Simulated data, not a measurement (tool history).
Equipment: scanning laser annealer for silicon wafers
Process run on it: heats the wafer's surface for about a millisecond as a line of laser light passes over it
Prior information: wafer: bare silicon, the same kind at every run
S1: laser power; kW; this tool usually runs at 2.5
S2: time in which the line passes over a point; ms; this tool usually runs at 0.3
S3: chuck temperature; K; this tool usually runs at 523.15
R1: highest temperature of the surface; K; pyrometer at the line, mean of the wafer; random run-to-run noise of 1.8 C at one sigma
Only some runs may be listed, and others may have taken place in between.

{"run": 1, "hour": 0.0, "S1": 2.5, "S2": 0.3, "S3": 523.15, "R1": 1240.15}
{"run": 2, "hour": 7.8, "S1": 2.5, "S2": 0.3, "S3": 523.15, "R1": 1240.15}
{"run": 3, "hour": 25.4, "S1": 2.5, "S2": 0.3, "S3": 523.15, "R1": 1248.15}
{"run": 4, "hour": 32.8, "S1": 2.5, "S2": 0.3, "S3": 523.15, "R1": 1251.15}
{"run": 5, "hour": 48.4, "S1": 2.5, "S2": 0.3, "S3": 523.15, "R1": 1252.15}
{"run": 6, "hour": 55.4, "S1": 2.5, "S2": 0.277, "S3": 523.15, "R1": 1226.15}
{"run": 7, "hour": 69.7, "S1": 2.441, "S2": 0.3, "S3": 523.15, "R1": 1225.15}
{"run": 8, "hour": 80.4, "S1": 2.5, "S2": 0.3, "S3": 523.15, "R1": 1252.15}
{"run": 9, "hour": 92.3, "S1": 2.5, "S2": 0.275, "S3": 523.15, "R1": 1219.15}
{"run": 10, "hour": 102.7, "S1": 2.5, "S2": 0.3, "S3": 523.15, "R1": 1249.15}
{"run": 11, "hour": 112.3, "S1": 2.5, "S2": 0.3, "S3": 523.15, "R1": 1248.15}
{"run": 12, "hour": 125.3, "S1": 2.5, "S2": 0.3, "S3": 523.15, "R1": 1244.15}
{"run": 13, "hour": 134.2, "S1": 2.5, "S2": 0.3, "S3": 563.15, "R1": 1290.15}
{"run": 14, "hour": 143.6, "S1": 2.5, "S2": 0.3, "S3": 523.15, "R1": 1248.15}
{"run": 15, "hour": 158.0, "S1": 2.5, "S2": 0.3, "S3": 523.15, "R1": 1240.15}
{"run": 16, "hour": 170.6, "S1": 2.5, "S2": 0.3, "S3": 539.15, "R1": 1259.15}
{"run": 17, "hour": 181.6, "S1": 2.5, "S2": 0.3, "S3": 539.15, "R1": 1259.15}
{"run": 18, "hour": 193.3, "S1": 2.5, "S2": 0.3, "S3": 539.15, "R1": 1260.15}
{"run": 19, "hour": 205.0, "S1": 2.5, "S2": 0.3, "S3": 539.15, "R1": 1257.15}
{"run": 20, "hour": 212.9, "S1": 2.645, "S2": 0.3, "S3": 556.15, "R1": 1325.15}
{"run": 21, "hour": 225.4, "S1": 2.5, "S2": 0.261, "S3": 512.15, "R1": 1189.15}
{"run": 22, "hour": 236.3, "S1": 2.5, "S2": 0.261, "S3": 512.15, "R1": 1186.15}
{"run": 23, "hour": 243.0, "S1": 2.606, "S2": 0.328, "S3": 562.15, "R1": 1349.15}
{"run": 24, "hour": 250.3, "S1": 2.705, "S2": 0.3, "S3": 524.15, "R1": 1314.15}
{"run": 25, "hour": 257.2, "S1": 2.172, "S2": 0.3, "S3": 547.15, "R1": 1145.15}
{"run": 26, "hour": 272.9, "S1": 2.5, "S2": 0.248, "S3": 523.15, "R1": 1179.15}
{"run": 27, "hour": 285.9, "S1": 2.38, "S2": 0.247, "S3": 523.15, "R1": 1139.15}
{"run": 28, "hour": 300.7, "S1": 2.5, "S2": 0.227, "S3": 546.15, "R1": 1174.15}
{"run": 29, "hour": 314.3, "S1": 2.5, "S2": 0.227, "S3": 546.15, "R1": 1174.15}
{"run": 30, "hour": 321.2, "S1": 2.733, "S2": 0.284, "S3": 511.15, "R1": 1288.15}
{"run": 31, "hour": 329.2, "S1": 2.159, "S2": 0.3, "S3": 523.15, "R1": 1114.15}
{"run": 32, "hour": 343.7, "S1": 2.258, "S2": 0.3, "S3": 534.15, "R1": 1157.15}
{"run": 33, "hour": 351.3, "S1": 2.258, "S2": 0.238, "S3": 529.15, "R1": 1089.15}
{"run": 34, "hour": 365.6, "S1": 2.258, "S2": 0.238, "S3": 529.15, "R1": 1092.15}
{"run": 35, "hour": 376.7, "S1": 2.258, "S2": 0.238, "S3": 529.15, "R1": 1095.15}

Withheld: 1 entry from between the runs. Position of each, and hidden state at the listed run before versus the listed run after:
Runs 2 to 3: optics aligned, line set to its width (hour 23)
  light that passes the window, % of a clean one's: 99.12 -> 99.07; width of the line over the set one, %: 2.56 -> 0.27
  what was measured, less what the result would be without the hidden state, R1: -24 -> -12 K
